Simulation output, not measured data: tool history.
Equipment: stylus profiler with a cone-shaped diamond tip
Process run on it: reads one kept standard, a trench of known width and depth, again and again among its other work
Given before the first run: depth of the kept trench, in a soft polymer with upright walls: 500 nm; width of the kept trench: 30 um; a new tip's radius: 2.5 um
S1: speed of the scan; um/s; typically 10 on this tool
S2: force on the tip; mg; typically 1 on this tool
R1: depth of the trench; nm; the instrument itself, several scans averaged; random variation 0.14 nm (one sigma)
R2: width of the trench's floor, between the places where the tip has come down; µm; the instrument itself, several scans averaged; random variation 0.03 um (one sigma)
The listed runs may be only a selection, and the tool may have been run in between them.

run 1 hour=0 | S1=10 S2=1 | R1=504.44 R2=26.66
run 2 hour=32.8 | S1=10 S2=1 | R1=504.68 R2=26.62
run 3 hour=61.2 | S1=4 S2=1 | R1=504.55 R2=26.7
run 4 hour=108.6 | S1=10 S2=1 | R1=504.74 R2=26.7
run 5 hour=138.3 | S1=10 S2=1 | R1=504.54 R2=26.6
run 6 hour=185.2 | S1=10 S2=1 | R1=504.41 R2=26.61
run 7 hour=208.5 | S1=10 S2=1 | R1=504.35 R2=26.59
run 8 hour=230.9 | S1=10 S2=1 | R1=504.33 R2=26.55
run 9 hour=274.9 | S1=10 S2=1 | R1=504.52 R2=26.61
run 10 hour=317.9 | S1=10 S2=1 | R1=504.23 R2=26.51
run 11 hour=351.2 | S1=10 S2=1 | R1=504.43 R2=26.54
run 12 hour=397.4 | S1=10 S2=1 | R1=504.42 R2=26.54
run 13 hour=418.6 | S1=17 S2=0.74 | R1=503.28 R2=26.39
run 14 hour=465.8 | S1=17 S2=0.74 | R1=503.39 R2=26.42
run 15 hour=507.2 | S1=17 S2=0.74 | R1=503.06 R2=26.35
run 16 hour=546.5 | S1=8 S2=0.86 | R1=503.48 R2=26.45
run 17 hour=567.3 | S1=8 S2=0.86 | R1=503.52 R2=26.45
run 18 hour=595.6 | S1=8 S2=0.86 | R1=503.55 R2=26.44
run 19 hour=624.1 | S1=8 S2=0.86 | R1=503.62 R2=26.45
run 20 hour=661.5 | S1=8 S2=0.86 | R1=503.34 R2=26.43
run 21 hour=697.3 | S1=8 S2=0.86 | R1=503.24 R2=26.36
run 22 hour=723.7 | S1=21 S2=1.91 | R1=506.28 R2=26.27
run 23 hour=760.5 | S1=3 S2=1.06 | R1=503.93 R2=26.46
run 24 hour=791.1 | S1=3 S2=1.06 | R1=503.88 R2=26.39

Some steps in R1 between neighbouring runs. How much of each would the tool show without its hidden state too (settings, what came in, random variation), and how much is left for the hidden state, with any gauge scatter that isn't in both results?
The tool's hidden condition here consists of: radius of the tip, um; height scale over the true one, %; drift of the gauge itself on depth_nm, %; drift of the gauge itself on floor_um, %.
Run 3 -> 4: S1 4 -> 10. R1 +0.19 nm: hidden state -0.05, all else +0.24.
Run 9 -> 10: settings left as they were, no log entry in between. R1 -0.29 nm: hidden state -0.05, all else -0.24.
Run 21 -> 22: S1 8 -> 21, S2 0.86 -> 1.91. R1 +3.04 nm: hidden state -0.03, all else +3.07.
Run 22 -> 23: S1 21 -> 3, S2 1.91 -> 1.06. R1 -2.35 nm: hidden state -0.03, all else -2.32.
